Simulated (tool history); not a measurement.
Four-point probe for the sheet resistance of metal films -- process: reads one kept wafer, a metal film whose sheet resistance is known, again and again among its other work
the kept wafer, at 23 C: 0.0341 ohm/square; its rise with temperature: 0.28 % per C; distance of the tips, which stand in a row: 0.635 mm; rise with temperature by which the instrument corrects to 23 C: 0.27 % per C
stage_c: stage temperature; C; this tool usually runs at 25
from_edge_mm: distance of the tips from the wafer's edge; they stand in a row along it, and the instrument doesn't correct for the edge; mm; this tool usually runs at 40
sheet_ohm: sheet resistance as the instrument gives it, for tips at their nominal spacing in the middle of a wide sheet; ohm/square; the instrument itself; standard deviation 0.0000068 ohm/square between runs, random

run	day	stage_c	from_edge_mm	sheet_ohm
1	0	25	40	0.033926
2	1.6	25	40	0.03392
3	2.983	25	40	0.033924
4	4.058	25	40	0.03392
5	6.042	25	40	0.033923
6	6.912	25	40	0.033911
7	7.879	25	40	0.033921
8	9.625	25	40	0.033912
# day 9.767: stage's thermometer calibrated
9	11.579	25	40	0.033876
10	13.108	25	40	0.033875
11	14.204	25	48	0.033867
12	15.879	26	3	0.034671
# day 16.067: stage's thermometer calibrated, once more
13	17.029	18	6	0.034098
14	18.092	18	3	0.034695
15	19.242	18	3	0.034695
16	20.433	18	3	0.034704

What will run 17 give?
17	21.683	18	3	?

sheet_ohm: 0.034694 ohm/square
The same run, on a tool lacking any hidden state, would have yielded sheet_ohm 0.034874 ohm/square.
